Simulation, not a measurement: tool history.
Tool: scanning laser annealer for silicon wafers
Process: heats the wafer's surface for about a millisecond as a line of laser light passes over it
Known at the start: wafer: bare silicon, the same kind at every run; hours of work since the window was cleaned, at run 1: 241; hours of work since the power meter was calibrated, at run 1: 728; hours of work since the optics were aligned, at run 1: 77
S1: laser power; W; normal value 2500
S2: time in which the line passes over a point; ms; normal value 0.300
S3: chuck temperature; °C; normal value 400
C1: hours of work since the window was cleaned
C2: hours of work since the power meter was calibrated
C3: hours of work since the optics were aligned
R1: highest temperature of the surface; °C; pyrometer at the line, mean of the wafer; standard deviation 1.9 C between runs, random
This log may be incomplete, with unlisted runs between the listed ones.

| run | day | S1 | S2 | S3 | C1 | C2 | C3 | R1 |
|---|---|---|---|---|---|---|---|---|
| 1 | 0.000 | 2500 | 0.300 | 400 | 241 | 728 | 77 | 1171 |
| 2 | 1.625 | 2500 | 0.300 | 400 | 265 | 752 | 101 | 1167 |
| 3 | 3.083 | 2500 | 0.300 | 400 | 287 | 774 | 123 | 1165 |
| 4 | 3.842 | 2500 | 0.300 | 400 | 298 | 785 | 134 | 1164 |
| 5 | 4.796 | 2500 | 0.300 | 400 | 312 | 799 | 148 | 1164 |
| 6 | 6.288 | 2500 | 0.300 | 400 | 334 | 821 | 170 | 1164 |
| 7 | 7.408 | 2500 | 0.300 | 400 | 351 | 838 | 187 | 1159 |
| 8 | 8.588 | 2500 | 0.300 | 400 | 368 | 855 | 204 | 1157 |
| 9 | 9.671 | 2500 | 0.300 | 400 | 384 | 871 | 220 | 1158 |
| 10 | 11.383 | 2720 | 0.300 | 400 | 410 | 897 | 246 | 1227 |
| 11 | 12.867 | 2720 | 0.300 | 400 | 432 | 919 | 267 | 1223 |
| 12 | 14.346 | 2720 | 0.300 | 400 | 453 | 940 | 289 | 1225 |
| 13 | 15.512 | 2720 | 0.300 | 400 | 471 | 958 | 307 | 1223 |
| 14 | 17.212 | 2720 | 0.300 | 400 | 496 | 983 | 332 | 1220 |
| 15 | 18.129 | 2720 | 0.300 | 400 | 509 | 996 | 345 | 1213 |
| 16 | 18.896 | 2720 | 0.300 | 400 | 521 | 1008 | 357 | 1217 |
|  | 20.062 | window over the wafer cleaned |
| 17 | 20.079 | 2249 | 0.344 | 407 | 0 | 1024 | 373 | 1154 |
| 18 | 21.888 | 2249 | 0.344 | 407 | 27 | 1051 | 400 | 1150 |
| 19 | 22.946 | 2577 | 0.300 | 400 | 43 | 1066 | 415 | 1207 |
| 20 | 23.742 | 2674 | 0.300 | 432 | 54 | 1078 | 427 | 1264 |
| 21 | 25.550 | 2674 | 0.338 | 438 | 81 | 1105 | 454 | 1325 |
| 22 | 26.483 | 2583 | 0.246 | 420 | 95 | 1119 | 468 | 1146 |

Measured minus without-hidden-state, run by run (identical run-to-run variation in each term; gauge scatter may differ):
What the log doesn't record here: light that passes the window, % of a clean one's; laser's true power over the reading, %; width of the line over the set one, %; drift of the gauge itself on peak_c, C.
| run | R1 |
|---|---|
| 1 | -23 |
| 2 | -25 |
| 3 | -27 |
| 4 | -27 |
| 5 | -29 |
| 6 | -31 |
| 7 | -33 |
| 8 | -34 |
| 9 | -35 |
| 10 | -42 |
| 11 | -44 |
| 12 | -46 |
| 13 | -48 |
| 14 | -50 |
| 15 | -51 |
| 16 | -53 |
| 17 | -10 |
| 18 | -13 |
| 19 | -15 |
| 20 | -17 |
| 21 | -20 |
| 22 | -18 |
